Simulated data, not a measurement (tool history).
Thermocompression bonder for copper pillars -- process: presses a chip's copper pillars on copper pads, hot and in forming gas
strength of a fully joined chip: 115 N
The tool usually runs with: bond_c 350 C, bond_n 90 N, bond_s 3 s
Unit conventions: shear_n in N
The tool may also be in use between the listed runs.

run 1 hour=0 | bond_c=350 bond_n=90 bond_s=3 | shear_n=52.7
run 2 hour=7 | bond_c=350 bond_n=90 bond_s=3 | shear_n=53.1
run 3 hour=16.3 | bond_c=350 bond_n=90 bond_s=3 | shear_n=52.1
run 4 hour=20.8 | bond_c=350 bond_n=90 bond_s=3 | shear_n=52.8
run 5 hour=29.7 | bond_c=350 bond_n=90 bond_s=3 | shear_n=51.6
run 6 hour=35 | bond_c=350 bond_n=90 bond_s=3 | shear_n=52.3
run 7 hour=44.1 | bond_c=350 bond_n=90 bond_s=3 | shear_n=51.2
run 8 hour=50.3 | bond_c=350 bond_n=90 bond_s=3 | shear_n=52.5

What does the tool deliver on the next run?
run 9 hour=59.9 | bond_c=350 bond_n=67 bond_s=5 | shear_n=?

shear_n: 48.3 N
Minus the tool's unlogged condition, the same run would have read shear_n 55.3 N.
